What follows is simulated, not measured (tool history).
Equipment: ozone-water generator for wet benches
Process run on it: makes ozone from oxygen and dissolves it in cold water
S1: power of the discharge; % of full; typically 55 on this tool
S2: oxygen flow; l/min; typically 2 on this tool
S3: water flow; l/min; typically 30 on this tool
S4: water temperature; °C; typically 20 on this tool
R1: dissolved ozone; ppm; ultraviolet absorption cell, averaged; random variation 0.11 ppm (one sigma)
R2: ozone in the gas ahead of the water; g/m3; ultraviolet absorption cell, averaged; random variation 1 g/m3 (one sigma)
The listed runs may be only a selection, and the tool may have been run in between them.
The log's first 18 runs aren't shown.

Run 19, hour 2225.6: usual settings but S1 93 % of full, S2 1.03 l/min, S3 42 l/min, S4 25 °C. Result: R1 4.7 ppm, R2 286.1 g/m3.
Run 20, hour 2347.1: usual settings but S1 93 % of full, S2 1.03 l/min, S3 42 l/min, S4 25 °C. Result: R1 4.7 ppm, R2 281.9 g/m3.
Run 21, hour 2469.9: usual settings but S1 61 % of full, S2 1.03 l/min, S3 25 l/min, S4 25 °C. Result: R1 6.8 ppm, R2 231.3 g/m3.
Run 22, hour 2560.8: usual settings but S1 61 % of full, S2 1.03 l/min, S3 25 l/min, S4 25 °C. Result: R1 6.8 ppm, R2 229.4 g/m3.
Run 23, hour 2708.2: usual settings but S3 41 l/min, S4 23 °C. Result: R1 5 ppm, R2 161.9 g/m3.
Run 24, hour 2774.6: usual settings but S3 41 l/min, S4 23 °C. Result: R1 4.8 ppm, R2 161.3 g/m3.
Run 25, hour 2851.9: usual settings but S3 41 l/min, S4 23 °C. Result: R1 4.6 ppm, R2 160.8 g/m3.
Run 26, hour 2945.7: usual settings but S3 41 l/min, S4 23 °C. Result: R1 5.1 ppm, R2 161.5 g/m3.
Run 27, hour 3092.7: usual settings but S1 42 % of full, S3 32 l/min. Result: R1 5.8 ppm, R2 141.5 g/m3.
Run 28, hour 3168.2: usual settings but S2 1.77 l/min, S4 21 °C. Result: R1 6.5 ppm, R2 169.7 g/m3.
Run 29, hour 3255.3: usual settings but S2 1.04 l/min, S3 40 l/min, S4 21 °C. Result: R1 3.7 ppm, R2 214 g/m3.
Run 30, hour 3340.3: usual settings but S2 1.04 l/min, S3 40 l/min, S4 21 °C. Result: R1 3.8 ppm, R2 212.1 g/m3.
Run 31, hour 3454: usual settings but S1 74 % of full, S2 1.67 l/min, S3 32 l/min. Result: R1 6.8 ppm, R2 194.7 g/m3.
Run 32, hour 3612.5: usual settings but S1 74 % of full, S2 1.67 l/min, S3 32 l/min. Result: R1 6.9 ppm, R2 196 g/m3.

Alternative continuations, all from the tool just after run 32; predict every row:
Run A, hour 3680.8: usual settings but S4 27 °C. Result: R1 ?, R2 ?.
Run B, hour 3680.8: usual settings but S1 74 % of full, S2 1.95 l/min, S3 32 l/min. Result: R1 ?, R2 ?.
Run C, hour 3680.8: usual settings but S1 74 % of full, S2 3.14 l/min, S3 32 l/min. Result: R1 ?, R2 ?.
Run D, hour 3680.8: usual settings but S2 2.28 l/min, S4 15 °C. Result: R1 ?, R2 ?.
Run E, hour 3680.8: usual settings but S1 74 % of full, S2 2.52 l/min, S3 48 l/min. Result: R1 ?, R2 ?.

run   R1     R2
  A  6.2  157.2
  B  7.2  181.6
  C  8.4  144.7
  D  7.2  146.4
  E  5.1  162.5
The same runs, with their run-to-run variation unchanged, on a tool lacking any hidden condition would have given:
run    R1     R2
  A   7.5  182.4
  B   8.8    216
  C  10.3  172.1
  D   8.6  169.7
  E   6.3  193.2

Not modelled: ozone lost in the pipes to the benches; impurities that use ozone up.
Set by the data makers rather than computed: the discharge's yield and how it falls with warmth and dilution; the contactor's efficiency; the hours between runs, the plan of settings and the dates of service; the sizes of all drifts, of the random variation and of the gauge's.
